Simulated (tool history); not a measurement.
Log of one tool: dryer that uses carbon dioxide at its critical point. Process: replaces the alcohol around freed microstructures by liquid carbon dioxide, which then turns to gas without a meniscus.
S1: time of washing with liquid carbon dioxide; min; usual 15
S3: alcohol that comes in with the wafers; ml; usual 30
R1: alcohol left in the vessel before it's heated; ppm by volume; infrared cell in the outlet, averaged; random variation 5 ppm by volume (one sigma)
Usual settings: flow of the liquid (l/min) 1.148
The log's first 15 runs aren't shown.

run 16 hour=105.5 | S1=15 flow_of_the_liquid_(l/min)=1.148 S3=50 | R1=94
run 17 hour=113.9 | S1=14 flow_of_the_liquid_(l/min)=1.148 S3=30 | R1=83
run 18 hour=120.3 | S1=14 flow_of_the_liquid_(l/min)=1.148 S3=30 | R1=86
run 19 hour=127.0 | S1=15 flow_of_the_liquid_(l/min)=1.148 S3=30 | R1=64
run 20 hour=137.4 | S1=15 flow_of_the_liquid_(l/min)=1.148 S3=30 | R1=71
run 21 hour=148.2 | S1=15 flow_of_the_liquid_(l/min)=1.148 S3=30 | R1=82
run 22 hour=157.4 | S1=15 flow_of_the_liquid_(l/min)=1.148 S3=23 | R1=61
run 23 hour=164.4 | S1=10 flow_of_the_liquid_(l/min)=1.148 S3=30 | R1=293
run 24 hour=171.0 | S1=12 flow_of_the_liquid_(l/min)=1.660 S3=30 | R1=44
run 25 hour=178.7 | S1=15 flow_of_the_liquid_(l/min)=1.450 S3=51 | R1=47
run 26 hour=189.1 | S1=15 flow_of_the_liquid_(l/min)=1.450 S3=51 | R1=52
run 27 hour=193.7 | S1=15 flow_of_the_liquid_(l/min)=1.450 S3=51 | R1=49
run 28 hour=204.6 | S1=15 flow_of_the_liquid_(l/min)=1.940 S3=21 | R1=40
run 29 hour=209.6 | S1=15 flow_of_the_liquid_(l/min)=1.950 S3=94 | R1=42

Run 30 comes next. What will it give?
run 30 hour=220.1 | S1=14 flow_of_the_liquid_(l/min)=1.950 S3=111 | R1=?

R1: 44 ppm by volume
Without the tool's hidden state the same run would have given R1 8 ppm by volume.

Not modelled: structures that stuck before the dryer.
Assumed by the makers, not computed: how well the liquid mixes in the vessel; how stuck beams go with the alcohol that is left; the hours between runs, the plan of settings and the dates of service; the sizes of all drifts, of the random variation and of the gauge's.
